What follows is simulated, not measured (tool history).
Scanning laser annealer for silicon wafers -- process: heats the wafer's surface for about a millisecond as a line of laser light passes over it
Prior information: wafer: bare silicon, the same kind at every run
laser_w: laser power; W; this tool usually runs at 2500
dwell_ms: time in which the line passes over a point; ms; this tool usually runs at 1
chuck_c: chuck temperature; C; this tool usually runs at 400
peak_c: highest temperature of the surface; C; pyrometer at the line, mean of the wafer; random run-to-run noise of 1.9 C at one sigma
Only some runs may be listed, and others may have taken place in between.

run 1 hour=0 | laser_w=2500 dwell_ms=1 chuck_c=400 | peak_c=1115
run 2 hour=32.9 | laser_w=2500 dwell_ms=0.77 chuck_c=400 | peak_c=1038
run 3 hour=100.3 | laser_w=2500 dwell_ms=0.77 chuck_c=400 | peak_c=1035
run 4 hour=136.8 | laser_w=2500 dwell_ms=0.77 chuck_c=400 | peak_c=1030
run 5 hour=198.4 | laser_w=2500 dwell_ms=1 chuck_c=400 | peak_c=1107
run 6 hour=251.6 | laser_w=2500 dwell_ms=1 chuck_c=400 | peak_c=1107
run 7 hour=292.7 | laser_w=2500 dwell_ms=1 chuck_c=400 | peak_c=1102
run 8 hour=367.8 | laser_w=2500 dwell_ms=1 chuck_c=400 | peak_c=1099
run 9 hour=432.7 | laser_w=2500 dwell_ms=1 chuck_c=400 | peak_c=1095
-- hour=458.3 window over the wafer cleaned
-- hour=466.7 optics aligned, line set to its width
run 10 hour=479 | laser_w=2500 dwell_ms=1 chuck_c=400 | peak_c=1122
run 11 hour=537 | laser_w=2500 dwell_ms=1 chuck_c=400 | peak_c=1120
run 12 hour=602.7 | laser_w=2500 dwell_ms=0.77 chuck_c=400 | peak_c=1036
run 13 hour=645.8 | laser_w=2500 dwell_ms=1 chuck_c=400 | peak_c=1114
run 14 hour=703.9 | laser_w=2500 dwell_ms=1 chuck_c=400 | peak_c=1110
run 15 hour=755.8 | laser_w=2500 dwell_ms=1 chuck_c=400 | peak_c=1108
run 16 hour=788.7 | laser_w=2500 dwell_ms=1 chuck_c=400 | peak_c=1106
run 17 hour=854.2 | laser_w=2500 dwell_ms=1 chuck_c=400 | peak_c=1106
run 18 hour=923.3 | laser_w=2500 dwell_ms=1 chuck_c=400 | peak_c=1103
run 19 hour=982.6 | laser_w=2345 dwell_ms=1 chuck_c=382 | peak_c=1029
-- hour=998.5 window over the wafer cleaned
run 20 hour=1037.8 | laser_w=2345 dwell_ms=1 chuck_c=382 | peak_c=1054
run 21 hour=1077.7 | laser_w=2425 dwell_ms=1 chuck_c=418 | peak_c=1113
run 22 hour=1154.1 | laser_w=2425 dwell_ms=1 chuck_c=418 | peak_c=1108
run 23 hour=1200.7 | laser_w=2576 dwell_ms=1 chuck_c=439 | peak_c=1177
run 24 hour=1247.9 | laser_w=2576 dwell_ms=1 chuck_c=439 | peak_c=1175
run 25 hour=1322.1 | laser_w=2325 dwell_ms=1 chuck_c=419 | peak_c=1069
run 26 hour=1362.2 | laser_w=2439 dwell_ms=0.99 chuck_c=420 | peak_c=1102
run 27 hour=1414.2 | laser_w=2439 dwell_ms=0.99 chuck_c=420 | peak_c=1102
run 28 hour=1466.9 | laser_w=2299 dwell_ms=0.72 chuck_c=360 | peak_c=909
-- hour=1537.8 window over the wafer cleaned
run 29 hour=1544.8 | laser_w=2688 dwell_ms=1.18 chuck_c=396 | peak_c=1238
run 30 hour=1598.6 | laser_w=2500 dwell_ms=0.88 chuck_c=376 | peak_c=1055
run 31 hour=1642.3 | laser_w=2635 dwell_ms=0.82 chuck_c=400 | peak_c=1098

3 options for the next run, each taken on its own from the tool as it stands now. Forecast them:
run A hour=1698.1 | laser_w=2477 dwell_ms=0.77 chuck_c=363 | peak_c=?
run B hour=1698.1 | laser_w=2500 dwell_ms=1 chuck_c=374 | peak_c=?
run C hour=1698.1 | laser_w=2635 dwell_ms=1 chuck_c=400 | peak_c=?

run=A peak_c=994
run=B peak_c=1085
run=C peak_c=1155
The same runs, with their run-to-run variation unchanged, on a tool lacking any hidden condition would have given:
run=A peak_c=1009
run=B peak_c=1102
run=C peak_c=1173

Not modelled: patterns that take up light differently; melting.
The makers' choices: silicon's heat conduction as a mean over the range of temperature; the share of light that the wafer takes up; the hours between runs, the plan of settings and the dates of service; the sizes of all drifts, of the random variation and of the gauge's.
